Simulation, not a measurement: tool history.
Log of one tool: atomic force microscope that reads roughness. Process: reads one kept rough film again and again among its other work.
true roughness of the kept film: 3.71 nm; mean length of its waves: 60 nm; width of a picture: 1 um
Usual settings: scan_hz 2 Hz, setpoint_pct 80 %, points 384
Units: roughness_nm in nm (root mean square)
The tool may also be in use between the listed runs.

run 1 hour=0 | scan_hz=2 setpoint_pct=80 points=384 | roughness_nm=3.145
run 2 hour=6.1 | scan_hz=1.63 setpoint_pct=80 points=384 | roughness_nm=3.163
run 3 hour=14.2 | scan_hz=2 setpoint_pct=80 points=477 | roughness_nm=3.114
run 4 hour=18.7 | scan_hz=2 setpoint_pct=80 points=477 | roughness_nm=3.099
-- hour=22.5 new tip fitted
run 5 hour=26.1 | scan_hz=2 setpoint_pct=80 points=477 | roughness_nm=3.306
run 6 hour=34.4 | scan_hz=2 setpoint_pct=80 points=477 | roughness_nm=3.284
run 7 hour=38.7 | scan_hz=2 setpoint_pct=80 points=477 | roughness_nm=3.253
run 8 hour=43.9 | scan_hz=1.98 setpoint_pct=80 points=477 | roughness_nm=3.26
run 9 hour=52.4 | scan_hz=1.98 setpoint_pct=80 points=477 | roughness_nm=3.226
run 10 hour=61.6 | scan_hz=1.98 setpoint_pct=80 points=477 | roughness_nm=3.199
run 11 hour=69.2 | scan_hz=1.98 setpoint_pct=80 points=477 | roughness_nm=3.2
run 12 hour=73.6 | scan_hz=2 setpoint_pct=80 points=458 | roughness_nm=3.152
run 13 hour=79.5 | scan_hz=2 setpoint_pct=77 points=458 | roughness_nm=3.212
run 14 hour=85.3 | scan_hz=2 setpoint_pct=80 points=384 | roughness_nm=3.142
run 15 hour=91 | scan_hz=2 setpoint_pct=62 points=362 | roughness_nm=3.283

The next listed run, before its measurement:
-- hour=92.6 height scale calibrated on a step standard
run 16 hour=99.8 | scan_hz=2 setpoint_pct=62 points=362 | roughness_nm=?

Run 16 gave roughness_nm 3.276 nm (root mean square).
Without the tool's hidden state the same run would have given roughness_nm 3.496 nm (root mean square).

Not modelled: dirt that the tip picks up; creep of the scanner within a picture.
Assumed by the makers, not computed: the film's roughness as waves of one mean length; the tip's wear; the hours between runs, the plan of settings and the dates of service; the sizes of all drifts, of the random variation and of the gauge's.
